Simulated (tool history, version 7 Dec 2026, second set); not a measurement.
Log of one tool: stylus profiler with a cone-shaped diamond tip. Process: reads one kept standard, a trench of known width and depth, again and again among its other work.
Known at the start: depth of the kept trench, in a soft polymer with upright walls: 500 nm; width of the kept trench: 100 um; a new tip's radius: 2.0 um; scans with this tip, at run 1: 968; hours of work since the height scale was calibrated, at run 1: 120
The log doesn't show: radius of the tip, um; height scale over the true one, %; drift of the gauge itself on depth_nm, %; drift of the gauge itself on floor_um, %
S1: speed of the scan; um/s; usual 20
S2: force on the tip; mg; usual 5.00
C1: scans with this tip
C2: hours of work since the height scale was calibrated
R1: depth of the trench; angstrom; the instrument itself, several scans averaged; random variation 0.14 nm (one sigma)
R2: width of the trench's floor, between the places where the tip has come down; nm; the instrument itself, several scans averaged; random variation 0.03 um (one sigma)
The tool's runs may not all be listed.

{"run": 1, "hour": 0.0, "S1": 20, "S2": 5.0, "C1": 968, "C2": 120, "R1": 5109.4, "R2": 97330}
{"run": 2, "hour": 13.4, "S1": 20, "S2": 5.0, "C1": 1036, "C2": 129, "R1": 5110.8, "R2": 97300}
{"run": 3, "hour": 36.6, "S1": 20, "S2": 5.0, "C1": 1155, "C2": 143, "R1": 5108.2, "R2": 97360}
{"run": 4, "hour": 53.3, "S1": 20, "S2": 5.0, "C1": 1240, "C2": 154, "R1": 5111.5, "R2": 97290}
{"run": 5, "hour": 67.8, "S1": 20, "S2": 5.0, "C1": 1314, "C2": 163, "R1": 5110.9, "R2": 97310}
{"run": 6, "hour": 79.8, "S1": 20, "S2": 5.0, "C1": 1375, "C2": 171, "R1": 5110.7, "R2": 97340}
{"run": 7, "hour": 91.4, "S1": 20, "S2": 5.0, "C1": 1434, "C2": 178, "R1": 5108.9, "R2": 97280}
{"run": 8, "hour": 115.2, "S1": 20, "S2": 5.0, "C1": 1556, "C2": 193, "R1": 5112.1, "R2": 97250}
{"run": 9, "hour": 139.0, "S1": 20, "S2": 5.0, "C1": 1677, "C2": 208, "R1": 5113.3, "R2": 97290}
{"run": 10, "hour": 158.2, "S1": 20, "S2": 5.0, "C1": 1775, "C2": 220, "R1": 5111.9, "R2": 97280}
{"run": 11, "hour": 184.9, "S1": 22, "S2": 5.0, "C1": 1912, "C2": 237, "R1": 5113.5, "R2": 97320}
{"run": 12, "hour": 200.4, "S1": 41, "S2": 5.0, "C1": 1991, "C2": 247, "R1": 5113.1, "R2": 97300}
{"run": 13, "hour": 218.2, "S1": 20, "S2": 5.9, "C1": 2082, "C2": 258, "R1": 5124.7, "R2": 97330}
{"run": 14, "hour": 234.6, "S1": 20, "S2": 5.0, "C1": 2165, "C2": 269, "R1": 5115.2, "R2": 97290}
{"run": 15, "hour": 248.4, "S1": 20, "S2": 5.0, "C1": 2236, "C2": 277, "R1": 5109.0, "R2": 97340}
{"run": 16, "hour": 263.1, "S1": 74, "S2": 5.0, "C1": 2311, "C2": 287, "R1": 5110.1, "R2": 97180}
{"run": 17, "hour": 279.8, "S1": 17, "S2": 5.0, "C1": 2396, "C2": 297, "R1": 5112.9, "R2": 97270}
{"run": 18, "hour": 306.6, "S1": 17, "S2": 5.0, "C1": 2533, "C2": 314, "R1": 5110.9, "R2": 97310}
{"run": 19, "hour": 331.0, "S1": 20, "S2": 5.0, "C1": 2658, "C2": 330, "R1": 5109.6, "R2": 97360}
{"run": 20, "hour": 358.7, "S1": 20, "S2": 5.0, "C1": 2799, "C2": 347, "R1": 5111.8, "R2": 97310}
{"run": 21, "hour": 384.3, "S1": 20, "S2": 5.0, "C1": 2930, "C2": 363, "R1": 5109.7, "R2": 97270}
{"run": 22, "hour": 407.0, "S1": 20, "S2": 5.0, "C1": 3046, "C2": 378, "R1": 5111.4, "R2": 97310}
{"run": 23, "hour": 435.6, "S1": 6, "S2": 1.77, "C1": 3192, "C2": 396, "R1": 5052.2, "R2": 97310}

Forecast run 24:
{"run": 24, "hour": 451.4, "S1": 30, "S2": 7.2, "C1": 3272, "C2": 406, "R1": "?", "R2": "?"}

Run 24 gave R1 5143.3 angstrom, R2 97310 nm.
Without the tool's hidden state the same run would have given R1 5143.4 angstrom, R2 97320 nm.
